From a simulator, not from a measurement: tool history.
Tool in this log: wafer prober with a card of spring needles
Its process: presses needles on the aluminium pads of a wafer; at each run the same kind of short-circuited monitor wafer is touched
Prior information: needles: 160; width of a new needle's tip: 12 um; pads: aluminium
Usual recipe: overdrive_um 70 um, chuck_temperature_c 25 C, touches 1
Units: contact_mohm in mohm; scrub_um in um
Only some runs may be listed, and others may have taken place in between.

run	day	overdrive_um	chuck_temperature_c	touches	contact_mohm	scrub_um
1	0.000	70	25	1	227	11.04
2	0.567	70	25	1	226	11.05
3	1.112	70	25	1	222	11.02
4	1.562	70	25	1	225	11.02
5	2.012	70	25	1	221	11.03
6	2.638	70	25	1	224	11.00
7	3.054	70	25	1	223	11.02
8	3.517	70	25	1	227	11.00
9	4.142	70	25	1	226	11.00
10	4.762	70	25	1	223	11.01
11	5.188	70	25	1	223	10.99
12	5.479	70	25	1	226	11.00
13	5.904	70	25	1	224	11.00
14	6.333	70	25	1	225	10.99
15	6.692	70	25	1	227	11.00
16	7.071	70	87	1	240	10.99
17	7.604	80	29	2	226	12.54
18	7.996	64	25	1	224	10.05
19	8.438	86	37	1	224	13.48
20	9.029	70	25	2	225	11.00
21	9.404	70	25	2	221	10.97
22	9.808	80	101	3	245	12.54
23	10.204	73	25	1	221	11.42
24	10.783	51	83	2	241	7.98
25	11.217	53	32	1	227	8.30
26	11.750	73	25	3	220	11.41
27	12.308	58	25	1	228	9.09
28	12.796	57	27	1	228	8.93
29	13.058	57	27	1	226	8.92
30	13.567	78	35	2	224	12.21
31	13.871	70	47	2	230	10.93
32	14.279	66	26	1	227	10.41

Removed from this log: 34 entries logged between the listed runs. Between which two listed runs does each belong, and how does the tool's hidden state at the listed run before it compare with that at the listed run after it?
Run 1 -> run 2: tips cleaned on abrasive film (day 0.150)
  debris on the tips, nm: 0.7 -> 0.8; drift of the gauge itself on scrub_um, %: 0 -> -0.04
  what was measured, less what the result would be without the hidden state, scrub_um: +0.00 -> +0.00 um
Run 2 -> run 3: tips cleaned on abrasive film (day 0.617); tips cleaned on abrasive film (day 1.104)
  debris on the tips, nm: 0.8 -> 0.1; drift of the gauge itself on scrub_um, %: -0.04 -> -0.07
  what was measured, less what the result would be without the hidden state, scrub_um: +0.00 -> +0.00 um
Run 3 -> run 4: tips cleaned on abrasive film (day 1.533)
  debris on the tips, nm: 0.1 -> 0.2; drift of the gauge itself on scrub_um, %: -0.07 -> -0.1
  what was measured, less what the result would be without the hidden state, scrub_um: +0.00 -> -0.01 um
Run 4 -> run 5: tips cleaned on abrasive film (day 1.975)
  drift of the gauge itself on scrub_um, %: -0.1 -> -0.13
  what was measured, less what the result would be without the hidden state, scrub_um: -0.01 -> -0.01 um
Run 5 -> run 6: tips cleaned on abrasive film (day 2.417)
  debris on the tips, nm: 0.2 -> 0.6; drift of the gauge itself on scrub_um, %: -0.13 -> -0.17
  what was measured, less what the result would be without the hidden state, scrub_um: -0.01 -> -0.02 um
Run 6 -> run 7: tips cleaned on abrasive film (day 2.896)
  debris on the tips, nm: 0.6 -> 0.5; drift of the gauge itself on scrub_um, %: -0.17 -> -0.19
  what was measured, less what the result would be without the hidden state, scrub_um: -0.02 -> -0.02 um
Run 7 -> run 8: tips cleaned on abrasive film (day 3.338)
  drift of the gauge itself on scrub_um, %: -0.19 -> -0.22
  what was measured, less what the result would be without the hidden state, scrub_um: -0.02 -> -0.03 um
Run 8 -> run 9: tips cleaned on abrasive film (day 3.771)
  debris on the tips, nm: 0.5 -> 0.8; drift of the gauge itself on scrub_um, %: -0.22 -> -0.26
  what was measured, less what the result would be without the hidden state, scrub_um: -0.03 -> -0.03 um
Run 9 -> run 10: tips cleaned on abrasive film (day 4.221); tips cleaned on abrasive film (day 4.704)
  debris on the tips, nm: 0.8 -> 0.3; drift of the gauge itself on scrub_um, %: -0.26 -> -0.3
  what was measured, less what the result would be without the hidden state, scrub_um: -0.03 -> -0.04 um
Run 10 -> run 11: tips cleaned on abrasive film (day 5.138)
  debris on the tips, nm: 0.3 -> 0.2; drift of the gauge itself on scrub_um, %: -0.3 -> -0.33
  what was measured, less what the result would be without the hidden state, scrub_um: -0.04 -> -0.04 um
Run 12 -> run 13: tips cleaned on abrasive film (day 5.575)
  drift of the gauge itself on scrub_um, %: -0.35 -> -0.37
  what was measured, less what the result would be without the hidden state, scrub_um: -0.04 -> -0.04 um
Run 13 -> run 14: tips cleaned on abrasive film (day 6.054)
  drift of the gauge itself on scrub_um, %: -0.37 -> -0.4
  what was measured, less what the result would be without the hidden state, scrub_um: -0.04 -> -0.04 um
Run 14 -> run 15: tips cleaned on abrasive film (day 6.521)
  debris on the tips, nm: 0.7 -> 0.5; drift of the gauge itself on scrub_um, %: -0.4 -> -0.42
  what was measured, less what the result would be without the hidden state, scrub_um: -0.04 -> -0.04 um
Run 15 -> run 16: tips cleaned on abrasive film (day 6.962)
  debris on the tips, nm: 0.5 -> 0.4; drift of the gauge itself on scrub_um, %: -0.42 -> -0.45
  what was measured, less what the result would be without the hidden state, scrub_um: -0.04 -> -0.06 um
Run 16 -> run 17: tips cleaned on abrasive film (day 7.400)
  debris on the tips, nm: 0.4 -> 0.6; drift of the gauge itself on scrub_um, %: -0.45 -> -0.48
  what was measured, less what the result would be without the hidden state, scrub_um: -0.06 -> -0.07 um
Run 17 -> run 18: tips cleaned on abrasive film (day 7.833)
  debris on the tips, nm: 0.6 -> 0.5; drift of the gauge itself on scrub_um, %: -0.48 -> -0.5
  what was measured, less what the result would be without the hidden state, scrub_um: -0.07 -> -0.06 um
Run 18 -> run 19: tips cleaned on abrasive film (day 8.300)
  drift of the gauge itself on scrub_um, %: -0.5 -> -0.53
  what was measured, less what the result would be without the hidden state, scrub_um: -0.06 -> -0.07 um
Run 19 -> run 20: tips cleaned on abrasive film (day 8.758); height of the first contact set anew (day 8.854)
  debris on the tips, nm: 0.5 -> 0.6; way that the needles fall short of the set height, um: 0.01 -> 0; drift of the gauge itself on scrub_um, %: -0.53 -> -0.57
  what was measured, less what the result would be without the hidden state, scrub_um: -0.07 -> -0.06 um
Run 20 -> run 21: tips cleaned on abrasive film (day 9.208)
  debris on the tips, nm: 0.6 -> 0.5; drift of the gauge itself on scrub_um, %: -0.57 -> -0.59
  what was measured, less what the result would be without the hidden state, scrub_um: -0.06 -> -0.07 um
Run 21 -> run 22: tips cleaned on abrasive film (day 9.646)
  drift of the gauge itself on scrub_um, %: -0.59 -> -0.62
  what was measured, less what the result would be without the hidden state, scrub_um: -0.07 -> -0.08 um
Run 22 -> run 23: tips cleaned on abrasive film (day 10.092)
  debris on the tips, nm: 0.5 -> 0.4; drift of the gauge itself on scrub_um, %: -0.62 -> -0.64
  what was measured, less what the result would be without the hidden state, scrub_um: -0.08 -> -0.07 um
Run 23 -> run 24: tips cleaned on abrasive film (day 10.546)
  debris on the tips, nm: 0.4 -> 0.6; drift of the gauge itself on scrub_um, %: -0.64 -> -0.68
  what was measured, less what the result would be without the hidden state, scrub_um: -0.07 -> -0.06 um
Run 24 -> run 25: tips cleaned on abrasive film (day 10.983)
  drift of the gauge itself on scrub_um, %: -0.68 -> -0.71
  what was measured, less what the result would be without the hidden state, scrub_um: -0.06 -> -0.05 um
Run 25 -> run 26: tips cleaned on abrasive film (day 11.442)
  debris on the tips, nm: 0.6 -> 0.7; drift of the gauge itself on scrub_um, %: -0.71 -> -0.74
  what was measured, less what the result would be without the hidden state, scrub_um: -0.05 -> -0.09 um
Run 26 -> run 27: tips cleaned on abrasive film (day 11.879); tips cleaned on abrasive film (day 12.308)
  debris on the tips, nm: 0.7 -> 0.1; drift of the gauge itself on scrub_um, %: -0.74 -> -0.78
  what was measured, less what the result would be without the hidden state, scrub_um: -0.09 -> -0.07 um
Run 27 -> run 28: tips cleaned on abrasive film (day 12.750)
  debris on the tips, nm: 0.1 -> 0.2; drift of the gauge itself on scrub_um, %: -0.78 -> -0.81
  what was measured, less what the result would be without the hidden state, scrub_um: -0.07 -> -0.07 um
Run 29 -> run 30: tips cleaned on abrasive film (day 13.225)
  debris on the tips, nm: 0.7 -> 0.8; drift of the gauge itself on scrub_um, %: -0.82 -> -0.86
  what was measured, less what the result would be without the hidden state, scrub_um: -0.07 -> -0.10 um
Run 30 -> run 31: tips cleaned on abrasive film (day 13.692)
  debris on the tips, nm: 0.8 -> 0.6; drift of the gauge itself on scrub_um, %: -0.86 -> -0.87
  what was measured, less what the result would be without the hidden state, scrub_um: -0.10 -> -0.09 um
Run 31 -> run 32: tips cleaned on abrasive film (day 14.158); gauge calibrated (day 14.192)
  debris on the tips, nm: 0.6 -> 0.4; drift of the gauge itself on scrub_um, %: -0.87 -> -0.01
  what was measured, less what the result would be without the hidden state, scrub_um: -0.09 -> +0.00 um
